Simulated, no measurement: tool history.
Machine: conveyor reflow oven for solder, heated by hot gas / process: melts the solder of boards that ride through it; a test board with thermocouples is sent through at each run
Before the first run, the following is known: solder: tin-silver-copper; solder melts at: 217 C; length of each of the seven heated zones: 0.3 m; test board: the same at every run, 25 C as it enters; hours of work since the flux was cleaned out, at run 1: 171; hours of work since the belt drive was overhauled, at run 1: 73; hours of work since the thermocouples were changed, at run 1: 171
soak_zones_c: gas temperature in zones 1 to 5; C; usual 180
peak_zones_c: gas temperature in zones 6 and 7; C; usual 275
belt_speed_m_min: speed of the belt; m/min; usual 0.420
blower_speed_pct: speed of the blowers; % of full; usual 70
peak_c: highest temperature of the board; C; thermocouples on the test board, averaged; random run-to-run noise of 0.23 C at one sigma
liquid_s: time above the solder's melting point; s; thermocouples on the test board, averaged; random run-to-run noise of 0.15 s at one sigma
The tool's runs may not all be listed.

run     day  soak_zones_c  peak_zones_c  belt_speed_m_min  blower_speed_pct  hours of work since the flux was cleaned out  hours of work since the belt drive was overhauled  hours of work since the thermocouples were changed  peak_c  liquid_s
  1   0.000           180           275             0.420                70                                           171                                                 73                                                 171   258.6      71.5
  2   2.562           180           275             0.420                70                                           212                                                115                                                 212   258.1      70.8
  3   4.433           180           275             0.420                70                                           242                                                145                                                 242   258.5      70.7
  4   5.892           183           275             0.420                70                                           266                                                168                                                 266   258.3      72.3
  5   8.242           183           275             0.420                70                                           304                                                206                                                 304   257.8      72.1
  6  10.025           180           275             0.420                73                                           332                                                235                                                 332   257.7      70.4
     11.479  -- flux residue cleaned out of gas plates and filters
  7  13.038           180           275             0.420                70                                            25                                                280                                                 378   259.7      72.4
  8  16.142           180           275             0.420                70                                            75                                                330                                                 428   259.2      72.3
  9  18.075           180           275             0.420                70                                           106                                                361                                                 459   258.8      71.9
 10  19.629           165           275             0.420                70                                           131                                                386                                                 484   256.3      64.5
 11  22.546           180           275             0.420                70                                           178                                                433                                                 531   257.9      72.0
 12  24.175           180           283             0.420                70                                           205                                                460                                                 557   265.0      75.9
 13  27.067           180           283             0.420                70                                           251                                                506                                                 604   264.4      75.3
 14  30.467           180           283             0.420                70                                           306                                                561                                                 659   263.8      75.2
     33.375  -- flux residue cleaned out of gas plates and filters
 15  33.521           180           283             0.420                70                                             2                                                607                                                 704   266.6      77.3
 16  34.950           180           289             0.420                63                                            25                                                630                                                 727   270.4      79.2
 17  36.712           180           289             0.420                63                                            54                                                658                                                 756   270.5      79.0
 18  38.804           180           275             0.476                70                                            88                                                692                                                 790   254.0      60.5
 19  40.371           180           264             0.420                82                                           113                                                717                                                 815   249.6      66.6
     41.950  -- belt drive overhauled, speed set with a stopwatch
 20  42.029           180           264             0.420                82                                           137                                                  1                                                 839   249.6      64.9
 21  44.096           189           275             0.420                77                                           170                                                 35                                                 872   259.6      76.2
 22  45.554           183           286             0.420                70                                           194                                                 58                                                 896   267.2      77.5
 23  48.171           183           286             0.420                70                                           236                                                100                                                 938   266.7      77.3
 24  51.146           183           286             0.420                70                                           284                                                148                                                 986   265.9      77.0
 25  53.046           183           286             0.420                70                                           314                                                179                                                1016   265.7      76.8
     55.588  -- flux residue cleaned out of gas plates and filters
 26  56.496           180           265             0.420                70                                            15                                                231                                                1069   249.5      65.2
 27  58.854           180           275             0.349                64                                            53                                                269                                                1107   262.5      90.1
 28  61.779           181           271             0.420                64                                           100                                                316                                                1154   253.1      68.3
 29  63.592           181           271             0.420                64                                           129                                                346                                                1183   252.6      67.9
 30  66.321           180           269             0.420                73                                           173                                                390                                                1227   251.8      66.9

Measured minus without-hidden-state, run by run (identical run-to-run variation in each term; gauge scatter may differ):
What the log doesn't record here: heat that the gas passes to the board, % of a clean oven's; belt's true speed, % of the reading; true gas temperature in zones 6 and 7 over the reading, C; drift of the gauge itself on peak_c, C; drift of the gauge itself on liquid_s, %.
run  peak_c  liquid_s
  1    -1.9      -1.4
  2    -2.3      -1.7
  3    -2.6      -1.9
  4    -2.7      -1.9
  5    -3.2      -2.3
  6    -3.6      -2.6
  7    -0.7      +0.0
  8    -1.2      -0.4
  9    -1.5      -0.6
 10    -2.0      -1.2
 11    -2.3      -1.1
 12    -2.7      -1.0
 13    -3.2      -1.2
 14    -3.9      -1.6
 15    -1.1      +0.4
 16    -1.4      +0.3
 17    -1.7      +0.2
 18    -2.1      -0.6
 19    -2.3      -1.0
 20    -2.9      -2.7
 21    -3.2      -1.9
 22    -3.7      -1.8
 23    -4.2      -2.1
 24    -4.7      -2.3
 25    -5.0      -2.5
 26    -2.3      -1.6
 27    -2.6      -1.1
 28    -3.1      -2.0
 29    -3.4      -2.3
 30    -3.9      -2.7
